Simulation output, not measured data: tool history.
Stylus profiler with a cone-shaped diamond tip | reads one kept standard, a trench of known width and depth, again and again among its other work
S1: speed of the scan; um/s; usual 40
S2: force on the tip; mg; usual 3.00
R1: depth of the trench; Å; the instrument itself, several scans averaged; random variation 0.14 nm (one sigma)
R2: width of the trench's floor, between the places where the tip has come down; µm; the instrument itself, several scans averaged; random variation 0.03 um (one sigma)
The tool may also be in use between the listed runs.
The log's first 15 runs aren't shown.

{"run": 16, "hour": 237.5, "S1": 14, "S2": 3.0, "R1": 5056.5, "R2": 43.81}
{"run": 17, "hour": 259.7, "S1": 26, "S2": 3.0, "R1": 5056.7, "R2": 43.68}
{"run": 18, "hour": 278.0, "S1": 26, "S2": 3.0, "R1": 5060.3, "R2": 43.68}
{"run": 19, "hour": 298.5, "S1": 26, "S2": 3.0, "R1": 5058.1, "R2": 43.68}
{"run": 20, "hour": 315.1, "S1": 12, "S2": 2.08, "R1": 5047.8, "R2": 43.71}
{"run": 21, "hour": 331.7, "S1": 12, "S2": 2.08, "R1": 5048.3, "R2": 43.7}
{"run": 22, "hour": 350.4, "S1": 40, "S2": 2.05, "R1": 5047.3, "R2": 43.54}
{"hour": 352.9, "done": "height scale calibrated on a step standard"}
{"run": 23, "hour": 360.9, "S1": 40, "S2": 2.05, "R1": 5049.6, "R2": 43.54}
{"run": 24, "hour": 382.7, "S1": 21, "S2": 1.01, "R1": 5035.4, "R2": 43.57}
{"run": 25, "hour": 401.6, "S1": 22, "S2": 3.57, "R1": 5064.3, "R2": 43.63}
{"hour": 405.6, "done": "height scale calibrated on a step standard, once more"}
{"run": 26, "hour": 411.7, "S1": 98, "S2": 1.06, "R1": 5021.3, "R2": 42.96}
{"run": 27, "hour": 432.1, "S1": 98, "S2": 1.06, "R1": 5021.5, "R2": 42.94}
{"run": 28, "hour": 454.4, "S1": 47, "S2": 1.36, "R1": 5027.1, "R2": 43.42}
{"run": 29, "hour": 467.7, "S1": 125, "S2": 5.6, "R1": 5065.9, "R2": 43.3}
{"run": 30, "hour": 488.0, "S1": 68, "S2": 5.6, "R1": 5067.2, "R2": 43.46}
{"run": 31, "hour": 509.1, "S1": 58, "S2": 1.98, "R1": 5032.6, "R2": 43.34}
{"run": 32, "hour": 525.6, "S1": 58, "S2": 1.98, "R1": 5036.3, "R2": 43.29}
{"run": 33, "hour": 544.8, "S1": 58, "S2": 1.98, "R1": 5034.8, "R2": 43.36}
{"run": 34, "hour": 559.1, "S1": 46, "S2": 2.84, "R1": 5044.9, "R2": 43.4}
{"run": 35, "hour": 580.1, "S1": 33, "S2": 1.57, "R1": 5029.5, "R2": 43.39}

Forecast each of these 5 alternatives for the next run:
{"run": "A", "hour": 591.9, "S1": 118, "S2": 3.68, "R1": "?", "R2": "?"}
{"run": "B", "hour": 591.9, "S1": 98, "S2": 1.57, "R1": "?", "R2": "?"}
{"run": "C", "hour": 591.9, "S1": 71, "S2": 8.17, "R1": "?", "R2": "?"}
{"run": "D", "hour": 591.9, "S1": 14, "S2": 3.25, "R1": "?", "R2": "?"}
{"run": "E", "hour": 591.9, "S1": 72, "S2": 7.59, "R1": "?", "R2": "?"}

run=A R1=5051.8 R2=43.17
run=B R1=5032.7 R2=42.99
run=C R1=5089.5 R2=43.43
run=D R1=5049.5 R2=43.56
run=E R1=5081.7 R2=43.37
Without the tool's hidden state the same runs would have given:
run=A R1=5051.2 R2=45.20
run=B R1=5032.1 R2=45.01
run=C R1=5088.8 R2=45.46
run=D R1=5048.8 R2=45.58
run=E R1=5081.1 R2=45.40
